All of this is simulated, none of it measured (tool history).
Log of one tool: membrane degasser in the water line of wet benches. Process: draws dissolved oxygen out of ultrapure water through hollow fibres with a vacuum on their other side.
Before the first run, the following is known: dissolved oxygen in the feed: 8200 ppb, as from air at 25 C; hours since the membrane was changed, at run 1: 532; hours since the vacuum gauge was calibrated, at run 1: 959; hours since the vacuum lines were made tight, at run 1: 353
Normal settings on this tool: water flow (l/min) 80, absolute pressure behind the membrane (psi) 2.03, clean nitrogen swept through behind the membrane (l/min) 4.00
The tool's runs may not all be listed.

run,hour,water flow (l/min),absolute pressure behind the membrane (psi),clean nitrogen swept through behind the membrane (l/min),hours since the membrane was changed,hours since the vacuum gauge was calibrated,hours since the vacuum lines were made tight,dissolved oxygen in the water behind the degasser (ppb),pressure that the water loses in the fibres (psi)
1,0.0,80,2.03,4.00,532,959,353,768.5,4.530
2,28.1,80,2.03,4.00,561,988,381,759.0,4.493
3,52.1,80,2.03,4.00,585,1012,405,755.5,4.541
4,73.1,80,2.03,4.00,606,1033,426,763.9,4.479
5,118.5,80,2.03,8.26,651,1078,472,558.1,4.486
6,156.2,80,2.03,4.00,689,1116,510,766.9,4.535
7,184.7,80,2.03,4.00,717,1144,538,755.1,4.509
8,226.1,110,2.03,4.00,759,1185,579,1084.4,6.211
9,250.4,110,2.03,4.00,783,1210,604,1077.3,6.237
10,294.3,110,2.03,4.00,827,1254,648,1076.3,6.200
11,328.8,110,2.03,4.00,861,1288,682,1097.4,6.121
12,359.2,80,2.03,2.62,892,1319,712,936.7,4.547
13,383.5,80,2.03,2.62,916,1343,737,938.8,4.486
14,422.6,90,1.60,4.63,955,1382,776,714.9,5.050
15,456.6,90,1.60,4.63,989,1416,810,706.6,5.076
16,484.4,80,2.03,11.73,1017,1444,838,500.5,4.505
17,507.6,59,2.03,4.00,1040,1467,861,532.1,3.307
18,551.6,59,2.03,2.42,1084,1511,905,712.0,3.349
19,571.5,81,4.93,4.00,1104,1531,925,1489.3,4.582
20,615.8,75,2.54,3.51,1148,1575,969,891.3,4.238
21,635.5,112,2.03,4.00,1168,1595,989,1104.4,6.311
22,663.5,65,3.92,7.87,1196,1623,1017,650.9,3.684
23,708.4,100,1.54,3.06,1241,1668,1062,919.5,5.687
24,728.1,53,3.34,6.35,1261,1688,1081,514.5,2.962

Measured result minus the same run's result without the hidden state. Both carry the same run-to-run variation, though not necessarily the same gauge scatter:
Hidden state present: membrane still open, %; true pressure behind the membrane over the reading, kPa; air that leaks in behind the membrane, l/min; drift of the gauge itself on oxygen_ppb, %; drift of the gauge itself on loss_of_pressure_kpa, %.
run,dissolved oxygen in the water behind the degasser (ppb),pressure that the water loses in the fibres (psi)
1,+7.3,+0.022
2,+7.6,+0.023
3,+7.8,+0.025
4,+8.1,+0.025
5,+7.4,+0.026
6,+9.0,+0.028
7,+9.1,+0.029
8,+12.6,+0.042
9,+12.9,+0.042
10,+13.4,+0.045
11,+14.2,+0.046
12,+12.2,+0.035
13,+12.5,+0.035
14,+13.3,+0.041
15,+13.5,+0.044
16,+10.7,+0.039
17,+9.3,+0.029
18,+11.0,+0.030
19,+11.9,+0.044
20,+13.1,+0.042
21,+18.7,+0.062
22,+9.8,+0.038
23,+19.9,+0.059
24,+8.5,+0.032

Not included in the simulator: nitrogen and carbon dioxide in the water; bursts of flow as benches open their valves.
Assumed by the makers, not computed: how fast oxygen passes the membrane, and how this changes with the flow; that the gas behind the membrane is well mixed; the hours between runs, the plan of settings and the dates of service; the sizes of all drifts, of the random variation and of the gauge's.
